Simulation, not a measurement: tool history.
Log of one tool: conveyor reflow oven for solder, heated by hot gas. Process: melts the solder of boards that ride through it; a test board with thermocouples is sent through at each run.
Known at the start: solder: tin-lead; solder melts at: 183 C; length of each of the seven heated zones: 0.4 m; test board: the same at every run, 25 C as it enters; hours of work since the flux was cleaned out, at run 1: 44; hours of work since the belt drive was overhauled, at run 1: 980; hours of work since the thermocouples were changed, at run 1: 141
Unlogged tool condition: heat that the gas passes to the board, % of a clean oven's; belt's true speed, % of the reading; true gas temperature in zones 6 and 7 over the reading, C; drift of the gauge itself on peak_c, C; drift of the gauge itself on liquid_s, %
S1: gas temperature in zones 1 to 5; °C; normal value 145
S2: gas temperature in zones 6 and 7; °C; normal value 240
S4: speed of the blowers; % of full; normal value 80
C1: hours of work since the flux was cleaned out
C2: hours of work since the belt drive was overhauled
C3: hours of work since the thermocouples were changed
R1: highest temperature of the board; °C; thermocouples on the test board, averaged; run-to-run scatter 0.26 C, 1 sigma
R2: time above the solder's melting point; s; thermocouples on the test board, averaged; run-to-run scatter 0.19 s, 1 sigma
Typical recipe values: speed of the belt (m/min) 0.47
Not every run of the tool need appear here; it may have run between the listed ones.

Run 1, hour 0: usual settings; C1 44; C2 980; C3 141. Result: R1 225.4 °C, R2 89.7 s.
Run 2, hour 48.5: usual settings; C1 69; C2 1005; C3 166. Result: R1 224.7 °C, R2 89.6 s.
Run 3, hour 112.6: usual settings; C1 102; C2 1038; C3 199. Result: R1 224.5 °C, R2 89.7 s.
Run 4, hour 146.5: usual settings; C1 120; C2 1055; C3 217. Result: R1 224.4 °C, R2 89.5 s.
Run 5, hour 208.6: usual settings but speed of the belt (m/min) 0.537; C1 152; C2 1088; C3 249. Result: R1 219.9 °C, R2 73.9 s.
At hour 239.4: belt drive overhauled, speed set with a stopwatch.
Run 6, hour 264: usual settings but speed of the belt (m/min) 0.537; C1 178; C2 13; C3 275. Result: R1 218.4 °C, R2 70.8 s.
Run 7, hour 296.6: usual settings but S2 233 °C; C1 195; C2 30; C3 292. Result: R1 216.6 °C, R2 80.2 s.
Run 8, hour 335.7: usual settings but S2 233 °C; C1 215; C2 50; C3 312. Result: R1 216.7 °C, R2 80 s.
Run 9, hour 389.8: usual settings but S2 250 °C; C1 243; C2 78; C3 340. Result: R1 231.7 °C, R2 92 s.
Run 10, hour 458: usual settings; C1 279; C2 113; C3 375. Result: R1 222.4 °C, R2 85.2 s.
Run 11, hour 524.4: usual settings; C1 313; C2 147; C3 410. Result: R1 221.7 °C, R2 85.2 s.
Run 12, hour 590.4: usual settings; C1 347; C2 181; C3 444. Result: R1 221.5 °C, R2 84.5 s.
Run 13, hour 659.8: usual settings but S1 152 °C; C1 383; C2 217; C3 479. Result: R1 223 °C, R2 89.4 s.
Run 14, hour 706.5: usual settings but S1 152 °C; C1 407; C2 241; C3 503. Result: R1 222.2 °C, R2 89.1 s.
Run 15, hour 757.8: usual settings but S1 152 °C, S2 245 °C, speed of the belt (m/min) 0.461; C1 433; C2 267; C3 530. Result: R1 227 °C, R2 94.9 s.

For run 16, what comes out?
Run 16, hour 807.9: usual settings but S1 160 °C, speed of the belt (m/min) 0.549; C1 459; C2 293; C3 556. Result: R1 ?, R2 ?.

For run 16 the tool returned R1 219 °C, R2 77.2 s.
On a tool with no hidden condition, and with the same random variation, this run would have come out at R1 223.8 °C, R2 80.6 s.
